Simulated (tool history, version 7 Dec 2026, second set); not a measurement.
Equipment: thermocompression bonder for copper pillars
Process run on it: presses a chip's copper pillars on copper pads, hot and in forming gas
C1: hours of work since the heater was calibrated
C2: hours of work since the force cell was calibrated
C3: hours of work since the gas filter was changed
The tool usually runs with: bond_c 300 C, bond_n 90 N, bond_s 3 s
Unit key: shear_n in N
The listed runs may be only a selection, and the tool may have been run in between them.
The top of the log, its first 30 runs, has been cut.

{"run": 31, "hour": 1503.6, "bond_c": 279, "bond_n": 74, "bond_s": 3, "C1": 540, "C2": 50, "C3": 109, "shear_n": 48.2}
{"run": 32, "hour": 1537.4, "bond_c": 279, "bond_n": 74, "bond_s": 3, "C1": 558, "C2": 68, "C3": 127, "shear_n": 48.5}
{"hour": 1567.8, "done": "forming gas filter changed"}
{"run": 33, "hour": 1610.3, "bond_c": 279, "bond_n": 74, "bond_s": 3, "C1": 596, "C2": 106, "C3": 22, "shear_n": 48.2}
{"run": 34, "hour": 1642.0, "bond_c": 279, "bond_n": 74, "bond_s": 3, "C1": 613, "C2": 123, "C3": 39, "shear_n": 48.8}
{"run": 35, "hour": 1693.8, "bond_c": 281, "bond_n": 107, "bond_s": 4, "C1": 640, "C2": 150, "C3": 66, "shear_n": 70.9}
{"run": 36, "hour": 1752.9, "bond_c": 287, "bond_n": 94, "bond_s": 2, "C1": 671, "C2": 181, "C3": 98, "shear_n": 54.7}
{"run": 37, "hour": 1817.1, "bond_c": 324, "bond_n": 86, "bond_s": 2, "C1": 705, "C2": 215, "C3": 131, "shear_n": 66.6}
{"hour": 1837.8, "done": "forming gas filter changed"}
{"run": 38, "hour": 1858.9, "bond_c": 324, "bond_n": 86, "bond_s": 3, "C1": 727, "C2": 237, "C3": 11, "shear_n": 74.8}
{"run": 39, "hour": 1929.0, "bond_c": 324, "bond_n": 86, "bond_s": 3, "C1": 764, "C2": 274, "C3": 48, "shear_n": 75.4}

Forecast each of these 3 alternatives for the next run:
{"run": "A", "hour": 1991.5, "bond_c": 289, "bond_n": 62, "bond_s": 2, "C1": 797, "C2": 307, "C3": 81, "shear_n": "?"}
{"run": "B", "hour": 1991.5, "bond_c": 300, "bond_n": 128, "bond_s": 6, "C1": 797, "C2": 307, "C3": 81, "shear_n": "?"}
{"run": "C", "hour": 1991.5, "bond_c": 328, "bond_n": 114, "bond_s": 3, "C1": 797, "C2": 307, "C3": 81, "shear_n": "?"}

run=A shear_n=39.6
run=B shear_n=94.5
run=C shear_n=88.7
Without the tool's hidden state the same runs would have given:
run=A shear_n=38.4
run=B shear_n=91.7
run=C shear_n=86.1
